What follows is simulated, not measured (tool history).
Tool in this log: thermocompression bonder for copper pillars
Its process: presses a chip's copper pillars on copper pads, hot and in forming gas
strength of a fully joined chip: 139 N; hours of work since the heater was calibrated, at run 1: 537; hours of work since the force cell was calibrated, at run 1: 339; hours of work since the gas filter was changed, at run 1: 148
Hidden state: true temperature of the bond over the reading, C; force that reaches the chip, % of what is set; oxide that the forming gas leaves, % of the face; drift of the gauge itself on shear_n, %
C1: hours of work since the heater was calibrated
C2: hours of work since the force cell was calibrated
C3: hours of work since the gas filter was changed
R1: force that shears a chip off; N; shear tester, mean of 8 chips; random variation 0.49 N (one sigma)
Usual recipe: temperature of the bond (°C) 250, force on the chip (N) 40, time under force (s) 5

Run 1, day 0: usual settings; C1 537; C2 339; C3 148. Result: R1 92.4 N.
Run 2, day 0.883: usual settings; C1 552; C2 355; C3 164. Result: R1 90.8 N.
Run 3, day 1.708: usual settings but force on the chip (N) 42; C1 567; C2 369; C3 178. Result: R1 92.6 N.
At day 2.125: heater calibrated with a thermocouple chip.
Run 4, day 2.404: usual settings but force on the chip (N) 42; C1 5; C2 380; C3 189. Result: R1 90.7 N.
Run 5, day 3.254: usual settings but force on the chip (N) 42; C1 20; C2 395; C3 204. Result: R1 89.3 N.
Run 6, day 3.958: usual settings but force on the chip (N) 42; C1 32; C2 407; C3 216. Result: R1 90.1 N.
Run 7, day 4.567: usual settings but force on the chip (N) 42; C1 43; C2 418; C3 227. Result: R1 88.6 N.
Run 8, day 5.142: usual settings but force on the chip (N) 42; C1 53; C2 428; C3 237. Result: R1 89.4 N.
Run 9, day 5.758: usual settings but force on the chip (N) 42; C1 64; C2 439; C3 247. Result: R1 89 N.
Run 10, day 6.488: usual settings but force on the chip (N) 42; C1 76; C2 452; C3 260. Result: R1 89.1 N.
At day 7.125: heater calibrated with a thermocouple chip, once more.
Run 11, day 7.325: usual settings but force on the chip (N) 42; C1 4; C2 465; C3 273. Result: R1 97.7 N.
Run 12, day 7.842: usual settings but force on the chip (N) 42; C1 13; C2 474; C3 282. Result: R1 97.9 N.
Run 13, day 8.571: usual settings but force on the chip (N) 42, time under force (s) 6; C1 25; C2 487; C3 295. Result: R1 101.2 N.
Run 14, day 9.354: usual settings but force on the chip (N) 42, time under force (s) 6; C1 39; C2 500; C3 309. Result: R1 102.6 N.
Run 15, day 9.896: usual settings; C1 49; C2 510; C3 318. Result: R1 95.2 N.
Run 16, day 10.379: usual settings; C1 57; C2 518; C3 327. Result: R1 94.9 N.
Run 17, day 10.817: usual settings but time under force (s) 10; C1 65; C2 526; C3 335. Result: R1 111.3 N.
Run 18, day 11.5: usual settings but time under force (s) 10; C1 77; C2 538; C3 346. Result: R1 110.1 N.
Run 19, day 12.358: usual settings; C1 92; C2 553; C3 362. Result: R1 93.9 N.
Run 20, day 13.117: usual settings; C1 105; C2 566; C3 375. Result: R1 93 N.
At day 13.721: forming gas filter changed.
Run 21, day 13.888: usual settings but temperature of the bond (°C) 259, force on the chip (N) 24; C1 118; C2 579; C3 3. Result: R1 80.5 N.
Run 22, day 14.862: usual settings but temperature of the bond (°C) 259, force on the chip (N) 24; C1 135; C2 596; C3 20. Result: R1 80.2 N.
Run 23, day 15.479: usual settings but time under force (s) 8; C1 146; C2 607; C3 31. Result: R1 108.8 N.

Run 24, settings as shown, results not yet in. Your forecast:
Run 24, day 16.325: usual settings but temperature of the bond (°C) 242, force on the chip (N) 30, time under force (s) 13; C1 161; C2 622; C3 46. Result: R1 ?.

Run 24 gave R1 99.1 N.
With no hidden state in the tool, this same run would have given R1 100.3 N.

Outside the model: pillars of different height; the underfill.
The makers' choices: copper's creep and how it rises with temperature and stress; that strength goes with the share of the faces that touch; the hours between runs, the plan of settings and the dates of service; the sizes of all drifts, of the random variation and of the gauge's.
